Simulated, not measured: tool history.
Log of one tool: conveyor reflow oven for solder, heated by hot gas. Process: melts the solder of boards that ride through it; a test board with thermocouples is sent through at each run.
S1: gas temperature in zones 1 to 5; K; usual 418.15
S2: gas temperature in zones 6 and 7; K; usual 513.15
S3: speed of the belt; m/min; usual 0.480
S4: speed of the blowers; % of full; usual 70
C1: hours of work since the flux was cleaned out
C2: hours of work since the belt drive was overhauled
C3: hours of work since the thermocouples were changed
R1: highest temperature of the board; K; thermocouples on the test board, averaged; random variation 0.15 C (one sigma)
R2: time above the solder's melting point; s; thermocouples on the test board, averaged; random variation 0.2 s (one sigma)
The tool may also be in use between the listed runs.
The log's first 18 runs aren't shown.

| run | day | S1 | S2 | S3 | S4 | C1 | C2 | C3 | R1 | R2 |
|---|---|---|---|---|---|---|---|---|---|---|
| 19 | 10.000 | 418.15 | 513.15 | 0.464 | 52 | 167 | 403 | 255 | 488.25 | 76.9 |
| 20 | 10.400 | 418.15 | 513.15 | 0.464 | 52 | 174 | 410 | 262 | 488.45 | 76.7 |
| 21 | 11.021 | 418.15 | 524.15 | 0.480 | 65 | 185 | 422 | 273 | 500.65 | 86.1 |
| 22 | 11.592 | 432.15 | 515.15 | 0.478 | 56 | 196 | 432 | 283 | 493.95 | 88.6 |
| 23 | 12.246 | 432.15 | 515.15 | 0.478 | 56 | 207 | 444 | 295 | 493.95 | 88.3 |
| 24 | 12.721 | 418.15 | 527.15 | 0.480 | 71 | 216 | 452 | 304 | 505.15 | 89.7 |
| 25 | 13.200 | 418.15 | 510.15 | 0.480 | 75 | 225 | 461 | 312 | 491.95 | 79.3 |
| 26 | 13.821 | 405.15 | 510.15 | 0.480 | 50 | 236 | 472 | 324 | 480.35 | 57.1 |
| 27 | 14.529 | 405.15 | 510.15 | 0.480 | 50 | 249 | 485 | 336 | 480.55 | 57.0 |
| 28 | 15.167 | 426.15 | 525.15 | 0.480 | 74 | 260 | 496 | 348 | 505.75 | 94.3 |
| 29 | 15.525 | 432.15 | 508.15 | 0.544 | 53 | 267 | 503 | 354 | 482.65 | 64.9 |
| 30 | 15.867 | 432.15 | 508.15 | 0.544 | 53 | 273 | 509 | 361 | 482.85 | 65.1 |

Forecast each of these 3 alternatives for the next run:
|  | 16.229 | flux residue cleaned out of gas plates and filters |
| A | 16.692 | 413.15 | 524.15 | 0.544 | 66 | 8 | 520 | 372 | ? | ? |
|  | 16.229 | flux residue cleaned out of gas plates and filters |
| B | 16.692 | 418.15 | 525.15 | 0.480 | 55 | 8 | 520 | 372 | ? | ? |
|  | 16.229 | flux residue cleaned out of gas plates and filters |
| C | 16.692 | 432.15 | 508.15 | 0.450 | 53 | 8 | 520 | 372 | ? | ? |

| run | R1 | R2 |
|---|---|---|
| A | 494.75 | 68.2 |
| B | 497.85 | 83.5 |
| C | 489.35 | 89.8 |
Without the tool's hidden state the same runs would have given:
| run | R1 | R2 |
|---|---|---|
| A | 494.65 | 68.2 |
| B | 497.85 | 83.5 |
| C | 489.35 | 89.8 |
